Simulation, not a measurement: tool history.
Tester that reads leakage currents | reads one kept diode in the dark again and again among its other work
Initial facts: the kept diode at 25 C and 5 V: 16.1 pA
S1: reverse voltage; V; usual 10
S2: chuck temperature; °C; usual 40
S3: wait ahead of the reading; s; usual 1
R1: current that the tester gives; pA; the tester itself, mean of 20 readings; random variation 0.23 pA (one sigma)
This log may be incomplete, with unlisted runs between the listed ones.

| run | day | S1 | S2 | S3 | R1 |
|---|---|---|---|---|---|
| 1 | 0 | 10 | 40 | 1 | 89.73 |
| 2 | 3.383 | 10 | 40 | 0.46 | 92.95 |
| 3 | 7.071 | 10 | 40 | 0.46 | 93.8 |
| 4 | 10.462 | 1.5 | 40 | 0.46 | 26.97 |
| 5 | 12.492 | 10 | 40 | 1 | 91.47 |
| 6 | 15.45 | 10 | 31 | 1 | 58.26 |
| 7 | 18.904 | 10 | 31 | 1 | 58.45 |
| 8 | 21.075 | 10 | 31 | 1 | 58.98 |
| 9 | 22.879 | 10 | 31 | 1 | 58.86 |
| 10 | 25.725 | 10 | 31 | 1 | 59.09 |
| 11 | 28.029 | 10 | 31 | 1 | 59.55 |
| 12 | 30.229 | 10 | 31 | 1 | 59.4 |
| 13 | 32.029 | 10 | 48 | 1 | 142.63 |
| 14 | 35.258 | 10 | 48 | 1 | 142.64 |
| 15 | 38.733 | 10 | 40 | 1.84 | 91.73 |
|  | 39.079 | chuck's temperature calibrated |
| 16 | 41.562 | 10 | 26 | 1.84 | 47.81 |
| 17 | 45.079 | 10 | 26 | 1.84 | 48.49 |
| 18 | 47.642 | 18.3 | 40 | 1 | 140.99 |
| 19 | 50.588 | 18.3 | 40 | 1 | 142.06 |
| 20 | 54.004 | 1.1 | 40 | 1.22 | 21.43 |
| 21 | 55.575 | 1.5 | 31 | 7.18 | 15.23 |
|  | 57.875 | chuck's temperature calibrated, once more |
| 22 | 58.75 | 7.6 | 44 | 3.04 | 100.07 |
|  | 61.662 | probe card cleaned and baked |
| 23 | 61.996 | 7.6 | 44 | 3.04 | 81.24 |
| 24 | 63.475 | 10 | 22 | 0.54 | 24.77 |
| 25 | 65.071 | 10 | 40 | 1.15 | 74.78 |
| 26 | 67.496 | 3.7 | 40 | 5.63 | 40.66 |
| 27 | 71.154 | 7.9 | 23 | 9.6 | 19.15 |
| 28 | 74.646 | 7.9 | 23 | 9.6 | 19.43 |
| 29 | 76.208 | 7.9 | 23 | 9.6 | 19.65 |
| 30 | 77.717 | 8.8 | 49 | 9.1 | 123.97 |
| 31 | 80.483 | 8.8 | 49 | 9.1 | 123.29 |
| 32 | 83.804 | 8.8 | 49 | 9.1 | 123.62 |
| 33 | 85.388 | 8.8 | 49 | 9.1 | 122.93 |
| 34 | 87.346 | 4.9 | 45 | 0.76 | 69.49 |
| 35 | 88.983 | 4.9 | 45 | 0.76 | 69.18 |
| 36 | 91.712 | 1.2 | 35 | 1.62 | 15.26 |

Same runs, no hidden state in the tool, same run-to-run variation:
What the log doesn't record here: stray current of the dirty probe card, pA a volt; current scale over the true one, %; true chuck temperature over the reading, C; drift of the gauge itself on leakage_pa, %.
| run | R1 |
|---|---|
| 1 | 75.18 |
| 2 | 78.17 |
| 3 | 78.64 |
| 4 | 25.2 |
| 5 | 75.77 |
| 6 | 40.98 |
| 7 | 40.85 |
| 8 | 41.08 |
| 9 | 40.86 |
| 10 | 40.81 |
| 11 | 40.91 |
| 12 | 40.66 |
| 13 | 127.86 |
| 14 | 127.77 |
| 15 | 73.93 |
| 16 | 27.67 |
| 17 | 27.83 |
| 18 | 107.35 |
| 19 | 107.76 |
| 20 | 20.62 |
| 21 | 12.79 |
| 22 | 81.86 |
| 23 | 81.9 |
| 24 | 24.72 |
| 25 | 75.11 |
| 26 | 40.88 |
| 27 | 18.44 |
| 28 | 18.4 |
| 29 | 18.46 |
| 30 | 124.42 |
| 31 | 123.6 |
| 32 | 123.8 |
| 33 | 123.06 |
| 34 | 69.54 |
| 35 | 69.19 |
| 36 | 15.23 |
